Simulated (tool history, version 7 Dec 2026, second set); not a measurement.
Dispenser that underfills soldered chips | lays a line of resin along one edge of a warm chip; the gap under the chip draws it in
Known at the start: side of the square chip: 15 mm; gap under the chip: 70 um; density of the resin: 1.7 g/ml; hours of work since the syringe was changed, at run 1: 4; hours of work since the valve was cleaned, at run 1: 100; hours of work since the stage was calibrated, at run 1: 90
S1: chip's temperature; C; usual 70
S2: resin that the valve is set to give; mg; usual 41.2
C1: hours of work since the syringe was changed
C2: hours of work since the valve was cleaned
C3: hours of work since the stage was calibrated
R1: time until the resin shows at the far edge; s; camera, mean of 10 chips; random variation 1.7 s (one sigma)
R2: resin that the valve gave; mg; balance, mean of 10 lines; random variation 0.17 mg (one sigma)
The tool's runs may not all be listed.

| run | hour | S1 | S2 | C1 | C2 | C3 | R1 | R2 |
|---|---|---|---|---|---|---|---|---|
| 1 | 0.0 | 70 | 41.2 | 4 | 100 | 90 | 199.6 | 38.76 |
| 2 | 3.7 | 70 | 41.2 | 6 | 102 | 92 | 226.2 | 38.65 |
|  | 4.8 | new syringe of resin |
| 3 | 7.1 | 70 | 38.7 | 1 | 104 | 94 | 195.1 | 36.04 |
| 4 | 10.8 | 73 | 41.2 | 4 | 107 | 97 | 185.9 | 38.26 |
|  | 15.2 | new syringe of resin |
| 5 | 15.2 | 70 | 41.2 | 0 | 109 | 99 | 177.2 | 38.49 |
| 6 | 17.3 | 70 | 41.2 | 1 | 111 | 101 | 187.3 | 38.32 |
| 7 | 19.8 | 70 | 41.2 | 3 | 112 | 102 | 198.0 | 38.23 |
| 8 | 23.5 | 70 | 41.2 | 5 | 114 | 104 | 215.9 | 38.32 |
|  | 25.6 | new syringe of resin |
| 9 | 27.9 | 70 | 41.2 | 1 | 117 | 107 | 190.3 | 38.25 |
| 10 | 32.8 | 70 | 41.2 | 5 | 120 | 110 | 218.0 | 37.91 |
|  | 36.2 | new syringe of resin |
| 11 | 37.9 | 70 | 43.9 | 1 | 123 | 113 | 186.8 | 40.87 |
| 12 | 42.3 | 70 | 43.9 | 4 | 126 | 116 | 208.8 | 40.42 |
|  | 46.6 | new syringe of resin |
| 13 | 46.9 | 70 | 43.9 | 0 | 129 | 119 | 181.0 | 40.34 |
| 14 | 50.9 | 70 | 43.9 | 3 | 131 | 121 | 198.4 | 40.35 |
| 15 | 55.0 | 70 | 43.9 | 5 | 134 | 124 | 226.5 | 40.27 |
|  | 57.0 | new syringe of resin |
| 16 | 60.0 | 70 | 41.2 | 2 | 137 | 127 | 198.1 | 37.71 |
| 17 | 62.2 | 70 | 41.2 | 3 | 138 | 128 | 208.1 | 37.50 |
| 18 | 65.0 | 70 | 41.2 | 5 | 140 | 130 | 223.2 | 37.78 |
|  | 67.5 | new syringe of resin |
| 19 | 67.7 | 70 | 41.2 | 0 | 141 | 131 | 185.8 | 37.82 |
| 20 | 72.3 | 70 | 41.2 | 3 | 144 | 134 | 212.8 | 37.78 |
| 21 | 75.3 | 70 | 41.2 | 5 | 146 | 136 | 230.5 | 37.58 |
|  | 77.2 | dispensing valve cleaned and set on the balance |
|  | 79.2 | new syringe of resin |
| 22 | 80.1 | 74 | 38.3 | 1 | 2 | 138 | 155.7 | 38.37 |
| 23 | 82.4 | 74 | 38.3 | 2 | 3 | 140 | 166.8 | 38.00 |
| 24 | 87.0 | 79 | 49.1 | 5 | 6 | 143 | 146.5 | 49.24 |
|  | 89.6 | new syringe of resin |
| 25 | 90.4 | 78 | 45.9 | 1 | 8 | 145 | 129.4 | 45.69 |
| 26 | 92.6 | 74 | 38.2 | 2 | 9 | 146 | 164.7 | 37.99 |
| 27 | 96.3 | 64 | 49.6 | 4 | 12 | 149 | 284.2 | 49.13 |
|  | 99.9 | new syringe of resin |
| 28 | 101.4 | 61 | 37.1 | 1 | 15 | 152 | 285.8 | 36.66 |
| 29 | 104.6 | 61 | 37.1 | 3 | 17 | 154 | 315.0 | 36.67 |
| 30 | 107.4 | 79 | 38.1 | 5 | 19 | 155 | 146.7 | 37.54 |
|  | 110.3 | new syringe of resin |
| 31 | 112.4 | 64 | 38.1 | 1 | 22 | 158 | 256.3 | 37.49 |
| 32 | 115.0 | 55 | 44.2 | 3 | 23 | 160 | 426.4 | 43.36 |
| 33 | 117.4 | 67 | 42.1 | 5 | 25 | 162 | 257.1 | 41.44 |
|  | 120.9 | new syringe of resin |
| 34 | 122.4 | 67 | 42.1 | 1 | 28 | 164 | 216.7 | 41.42 |
| 35 | 125.2 | 62 | 39.7 | 3 | 29 | 166 | 301.8 | 38.89 |

3 ways to go on from here, each from the tool as it stands after run 35. What would each give?
| A | 128.8 | 62 | 39.5 | 5 | 32 | 169 | ? | ? |
| B | 128.8 | 67 | 53.6 | 5 | 32 | 169 | ? | ? |
| C | 128.8 | 68 | 42.7 | 5 | 32 | 169 | ? | ? |

| run | R1 | R2 |
|---|---|---|
| A | 327.1 | 38.56 |
| B | 254.1 | 52.75 |
| C | 246.8 | 41.97 |
Without the tool's hidden state the same runs would have given:
| run | R1 | R2 |
|---|---|---|
| A | 247.6 | 39.31 |
| B | 193.2 | 53.78 |
| C | 187.4 | 42.79 |
